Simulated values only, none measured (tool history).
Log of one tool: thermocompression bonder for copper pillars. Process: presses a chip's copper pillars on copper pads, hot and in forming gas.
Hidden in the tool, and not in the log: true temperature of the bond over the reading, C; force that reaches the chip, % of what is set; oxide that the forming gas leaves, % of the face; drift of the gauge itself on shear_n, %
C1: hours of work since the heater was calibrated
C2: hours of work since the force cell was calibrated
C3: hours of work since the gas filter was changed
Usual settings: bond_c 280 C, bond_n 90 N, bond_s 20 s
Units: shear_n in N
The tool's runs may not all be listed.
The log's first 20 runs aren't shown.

run 21 hour=319.1 | bond_c=280 bond_n=76 bond_s=20 | C1=287 C2=716 C3=275 | shear_n=34.1
run 22 hour=331.3 | bond_c=280 bond_n=76 bond_s=20 | C1=292 C2=721 C3=280 | shear_n=34.2
run 23 hour=344.2 | bond_c=280 bond_n=76 bond_s=20 | C1=297 C2=726 C3=285 | shear_n=33.9
run 24 hour=355.2 | bond_c=274 bond_n=89 bond_s=20 | C1=302 C2=731 C3=290 | shear_n=35.4
run 25 hour=371.7 | bond_c=274 bond_n=89 bond_s=20 | C1=309 C2=737 C3=296 | shear_n=35.3
run 26 hour=385.4 | bond_c=280 bond_n=67 bond_s=48 | C1=314 C2=743 C3=302 | shear_n=40.5
run 27 hour=399.6 | bond_c=280 bond_n=103 bond_s=26 | C1=320 C2=749 C3=308 | shear_n=46.6
-- hour=406.0 forming gas filter changed
run 28 hour=408.6 | bond_c=271 bond_n=69 bond_s=17 | C1=324 C2=753 C3=1 | shear_n=27.4
run 29 hour=427.5 | bond_c=271 bond_n=70 bond_s=17 | C1=331 C2=760 C3=9 | shear_n=28.6
run 30 hour=444.1 | bond_c=271 bond_n=70 bond_s=17 | C1=338 C2=767 C3=16 | shear_n=28.1
run 31 hour=460.5 | bond_c=281 bond_n=70 bond_s=40 | C1=345 C2=774 C3=23 | shear_n=45.9
run 32 hour=479.1 | bond_c=256 bond_n=70 bond_s=21 | C1=353 C2=782 C3=30 | shear_n=23.6
run 33 hour=490.0 | bond_c=268 bond_n=98 bond_s=16 | C1=357 C2=786 C3=35 | shear_n=36.5
run 34 hour=507.2 | bond_c=268 bond_n=98 bond_s=16 | C1=364 C2=793 C3=42 | shear_n=36.3
run 35 hour=516.3 | bond_c=263 bond_n=64 bond_s=18 | C1=368 C2=797 C3=46 | shear_n=22.6
run 36 hour=531.6 | bond_c=282 bond_n=64 bond_s=18 | C1=375 C2=803 C3=52 | shear_n=30.7
run 37 hour=552.0 | bond_c=266 bond_n=90 bond_s=20 | C1=383 C2=812 C3=60 | shear_n=34.2
run 38 hour=570.4 | bond_c=290 bond_n=90 bond_s=20 | C1=391 C2=819 C3=68 | shear_n=48.8
run 39 hour=584.4 | bond_c=258 bond_n=123 bond_s=26 | C1=396 C2=825 C3=74 | shear_n=44.8

3 ways to go on from here, each from the tool as it stands after run 39. What would each give?
run A hour=593.2 | bond_c=282 bond_n=123 bond_s=26 | C1=400 C2=829 C3=77 | shear_n=?
run B hour=593.2 | bond_c=304 bond_n=76 bond_s=52 | C1=400 C2=829 C3=77 | shear_n=?
run C hour=593.2 | bond_c=287 bond_n=92 bond_s=19 | C1=400 C2=829 C3=77 | shear_n=?

run=A shear_n=59.3
run=B shear_n=65.7
run=C shear_n=46.0
Without the tool's hidden state the same runs would have given:
run=A shear_n=64.3
run=B shear_n=70.6
run=C shear_n=50.6
